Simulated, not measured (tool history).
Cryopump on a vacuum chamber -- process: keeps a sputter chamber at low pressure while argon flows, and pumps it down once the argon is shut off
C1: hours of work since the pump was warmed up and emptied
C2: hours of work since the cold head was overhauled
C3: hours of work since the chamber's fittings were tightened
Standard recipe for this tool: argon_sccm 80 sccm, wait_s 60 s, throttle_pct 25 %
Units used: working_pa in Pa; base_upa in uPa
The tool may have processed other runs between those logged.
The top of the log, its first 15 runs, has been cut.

run 16 hour=611.1 | argon_sccm=80 wait_s=60 throttle_pct=24 | C1=142 C2=955 C3=998 | working_pa=0.2453 base_upa=1.31
run 17 hour=662.8 | argon_sccm=80 wait_s=60 throttle_pct=19 | C1=168 C2=982 C3=1025 | working_pa=0.3083 base_upa=1.36
-- hour=669.2 leaking fittings of the chamber tightened, without venting
run 18 hour=713.7 | argon_sccm=80 wait_s=60 throttle_pct=19 | C1=194 C2=1007 C3=23 | working_pa=0.3081 base_upa=0.77
run 19 hour=748.2 | argon_sccm=80 wait_s=60 throttle_pct=19 | C1=212 C2=1025 C3=41 | working_pa=0.3072 base_upa=0.75
run 20 hour=774.4 | argon_sccm=80 wait_s=60 throttle_pct=19 | C1=225 C2=1039 C3=54 | working_pa=0.3096 base_upa=0.81
run 21 hour=799.6 | argon_sccm=48 wait_s=25 throttle_pct=30 | C1=238 C2=1052 C3=67 | working_pa=0.1177 base_upa=1.62
run 22 hour=834.1 | argon_sccm=48 wait_s=25 throttle_pct=59 | C1=256 C2=1070 C3=85 | working_pa=0.061 base_upa=1.65
run 23 hour=889.1 | argon_sccm=48 wait_s=25 throttle_pct=59 | C1=284 C2=1098 C3=114 | working_pa=0.0619 base_upa=1.63
run 24 hour=936.7 | argon_sccm=80 wait_s=60 throttle_pct=20 | C1=309 C2=1123 C3=138 | working_pa=0.2952 base_upa=0.83
run 25 hour=984.4 | argon_sccm=80 wait_s=41 throttle_pct=30 | C1=334 C2=1148 C3=163 | working_pa=0.1983 base_upa=1.16
run 26 hour=1025.6 | argon_sccm=51 wait_s=41 throttle_pct=52 | C1=355 C2=1169 C3=184 | working_pa=0.0748 base_upa=1.2
run 27 hour=1084 | argon_sccm=51 wait_s=41 throttle_pct=52 | C1=385 C2=1199 C3=215 | working_pa=0.0753 base_upa=1.19
run 28 hour=1123.3 | argon_sccm=40 wait_s=52 throttle_pct=52 | C1=406 C2=1219 C3=235 | working_pa=0.0588 base_upa=1
run 29 hour=1162.3 | argon_sccm=109 wait_s=52 throttle_pct=52 | C1=426 C2=1240 C3=255 | working_pa=0.1613 base_upa=0.97
run 30 hour=1217.9 | argon_sccm=109 wait_s=52 throttle_pct=52 | C1=455 C2=1268 C3=284 | working_pa=0.1627 base_upa=1.06
run 31 hour=1268 | argon_sccm=109 wait_s=52 throttle_pct=52 | C1=481 C2=1294 C3=310 | working_pa=0.1615 base_upa=1
run 32 hour=1329 | argon_sccm=124 wait_s=74 throttle_pct=32 | C1=512 C2=1326 C3=342 | working_pa=0.2937 base_upa=0.81
run 33 hour=1375.1 | argon_sccm=41 wait_s=74 throttle_pct=50 | C1=536 C2=1350 C3=365 | working_pa=0.0645 base_upa=0.89
run 34 hour=1403.3 | argon_sccm=91 wait_s=22 throttle_pct=20 | C1=551 C2=1364 C3=380 | working_pa=0.3392 base_upa=2.06

Consider 3 possible next runs. They are alternatives, not a sequence: every one starts from the tool as it was left by run 34. What does each give?
run A hour=1460.1 | argon_sccm=91 wait_s=176 throttle_pct=20 | C1=580 C2=1394 C3=409 | working_pa=? base_upa=?
run B hour=1460.1 | argon_sccm=148 wait_s=247 throttle_pct=55 | C1=580 C2=1394 C3=409 | working_pa=? base_upa=?
run C hour=1460.1 | argon_sccm=77 wait_s=32 throttle_pct=53 | C1=580 C2=1394 C3=409 | working_pa=? base_upa=?

run=A working_pa=0.3392 base_upa=0.61
run=B working_pa=0.2092 base_upa=0.56
run=C working_pa=0.1141 base_upa=1.53
Stripped of hidden state, with their random variation kept, the same runs would have yielded:
run=A working_pa=0.3292 base_upa=0.34
run=B working_pa=0.1932 base_upa=0.28
run=C working_pa=0.1057 base_upa=1.26
